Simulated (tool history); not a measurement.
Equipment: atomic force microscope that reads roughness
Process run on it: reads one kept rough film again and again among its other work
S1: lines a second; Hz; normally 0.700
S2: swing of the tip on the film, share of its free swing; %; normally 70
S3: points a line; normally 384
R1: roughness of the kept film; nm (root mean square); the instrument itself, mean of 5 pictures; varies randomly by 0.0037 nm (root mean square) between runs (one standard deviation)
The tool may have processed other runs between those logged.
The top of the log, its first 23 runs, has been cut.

{"run": 24, "day": 7.925, "S1": 0.883, "S2": 70, "S3": 353, "R1": 2.302}
{"run": 25, "day": 8.204, "S1": 0.883, "S2": 70, "S3": 353, "R1": 2.295}
{"run": 26, "day": 8.442, "S1": 1.104, "S2": 68, "S3": 384, "R1": 2.288}
{"run": 27, "day": 8.867, "S1": 1.64, "S2": 86, "S3": 333, "R1": 1.999}
{"run": 28, "day": 9.225, "S1": 1.001, "S2": 80, "S3": 995, "R1": 2.198}
{"day": 9.558, "done": "new tip fitted"}
{"run": 29, "day": 9.558, "S1": 1.308, "S2": 86, "S3": 384, "R1": 2.112}
{"run": 30, "day": 9.896, "S1": 1.308, "S2": 86, "S3": 384, "R1": 2.106}
{"run": 31, "day": 10.221, "S1": 0.609, "S2": 80, "S3": 825, "R1": 2.314}
{"run": 32, "day": 10.683, "S1": 0.609, "S2": 89, "S3": 296, "R1": 2.237}
{"run": 33, "day": 10.917, "S1": 0.609, "S2": 89, "S3": 296, "R1": 2.239}
{"run": 34, "day": 11.296, "S1": 0.609, "S2": 57, "S3": 296, "R1": 2.399}
{"run": 35, "day": 11.746, "S1": 0.702, "S2": 87, "S3": 306, "R1": 2.225}
{"run": 36, "day": 12.221, "S1": 1.59, "S2": 62, "S3": 384, "R1": 2.302}
{"run": 37, "day": 12.521, "S1": 1.59, "S2": 83, "S3": 452, "R1": 2.064}
{"run": 38, "day": 12.975, "S1": 1.59, "S2": 73, "S3": 410, "R1": 2.197}
{"run": 39, "day": 13.312, "S1": 3.769, "S2": 85, "S3": 481, "R1": 1.676}
{"run": 40, "day": 13.642, "S1": 0.7, "S2": 64, "S3": 382, "R1": 2.353}
{"run": 41, "day": 14.017, "S1": 0.525, "S2": 64, "S3": 447, "R1": 2.365}

Branching from run 41: 4 alternative next runs. What would each branch give?
{"run": "A", "day": 14.404, "S1": 0.525, "S2": 64, "S3": 678, "R1": "?"}
{"run": "B", "day": 14.404, "S1": 3.848, "S2": 64, "S3": 447, "R1": "?"}
{"run": "C", "day": 14.404, "S1": 0.732, "S2": 86, "S3": 518, "R1": "?"}
{"run": "D", "day": 14.404, "S1": 2.318, "S2": 71, "S3": 447, "R1": "?"}

run=A R1=2.365
run=B R1=2.103
run=C R1=2.204
run=D R1=2.123
What these runs would have given with no unlogged condition in the tool:
run=A R1=2.413
run=B R1=2.146
run=C R1=2.249
run=D R1=2.167
